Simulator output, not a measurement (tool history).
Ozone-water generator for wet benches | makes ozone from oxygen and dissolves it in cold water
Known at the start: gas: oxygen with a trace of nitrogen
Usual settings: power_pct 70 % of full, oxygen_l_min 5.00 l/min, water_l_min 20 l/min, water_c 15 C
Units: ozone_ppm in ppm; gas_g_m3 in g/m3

run,hour,power_pct,oxygen_l_min,water_l_min,water_c,ozone_ppm,gas_g_m3
1,0.0,70,5.00,20,15,19.7,217.7
2,99.3,70,5.00,20,15,19.7,217.5
3,188.3,70,7.45,20,15,20.5,179.6
4,301.0,70,7.45,20,15,20.5,180.4
5,399.8,70,5.00,20,15,19.8,217.3
# hour 420.3: water thermometer calibrated
6,488.6,70,5.00,20,15,19.9,217.1
7,603.7,70,5.00,20,15,19.8,218.2
8,720.6,70,5.00,20,15,19.7,217.5
9,796.6,70,5.00,20,8,21.7,218.0
10,941.2,70,5.00,20,8,21.4,216.3
11,1050.3,70,5.00,15,15,25.8,215.0
12,1196.8,70,2.96,15,15,24.2,276.6
13,1290.8,70,2.96,15,15,24.4,274.8
14,1437.2,84,5.00,20,15,22.1,241.9
15,1595.3,70,5.00,20,15,19.7,217.5
16,1753.1,70,5.00,20,9,21.1,217.8
17,1911.2,70,5.00,20,9,21.1,216.5
18,2042.7,43,5.09,27,8,11.6,161.6
19,2132.1,75,7.64,20,15,21.1,187.3
20,2265.5,56,4.30,20,15,17.0,203.7
21,2414.8,68,4.30,20,23,17.0,229.2
22,2494.8,68,6.63,20,23,17.4,189.1
23,2644.7,68,6.63,20,23,17.3,187.8
24,2754.8,68,8.10,31,10,13.8,169.5
25,2878.3,56,5.18,23,15,14.9,186.4
26,3023.6,56,3.11,23,15,13.5,238.0
27,3111.7,77,5.00,20,7,22.9,229.1
28,3231.7,77,5.00,20,7,22.8,229.7
29,3347.7,79,4.34,20,7,22.3,247.7
30,3437.5,61,5.00,16,18,21.0,201.0
31,3590.3,61,5.00,16,18,21.3,203.5
32,3752.9,61,5.00,16,18,21.0,199.9
33,3829.3,46,7.61,16,15,18.9,140.5

Some steps in ozone_ppm between neighbouring runs. How much of each would the tool show without its hidden state too (settings, what came in, random variation), and how much is left for the hidden state, with any gauge scatter that isn't in both results?
The hidden state here: yield of the discharge, % of new electrodes'; contactor's efficiency, % of a clean one's; true water temperature over the reading, C; drift of the gauge itself on ozone_ppm, %; drift of the gauge itself on gas_g_m3, %.
Run 5 -> 6: water thermometer calibrated. ozone_ppm +0.1 ppm: hidden state -0.1, all else +0.2.
Run 8 -> 9: water_c 15 -> 8. ozone_ppm +2.0 ppm: hidden state -0.1, all else +2.1.
Run 17 -> 18: power_pct 70 -> 43, oxygen_l_min 5.00 -> 5.09, water_l_min 20 -> 27, water_c 9 -> 8. ozone_ppm -9.5 ppm: hidden state +0.1, all else -9.6.
Run 18 -> 19: power_pct 43 -> 75, oxygen_l_min 5.09 -> 7.64, water_l_min 27 -> 20, water_c 8 -> 15. ozone_ppm +9.5 ppm: hidden state -0.1, all else +9.6.
Run 26 -> 27: power_pct 56 -> 77, oxygen_l_min 3.11 -> 5.00, water_l_min 23 -> 20, water_c 15 -> 7. ozone_ppm +9.4 ppm: hidden state -0.3, all else +9.7.
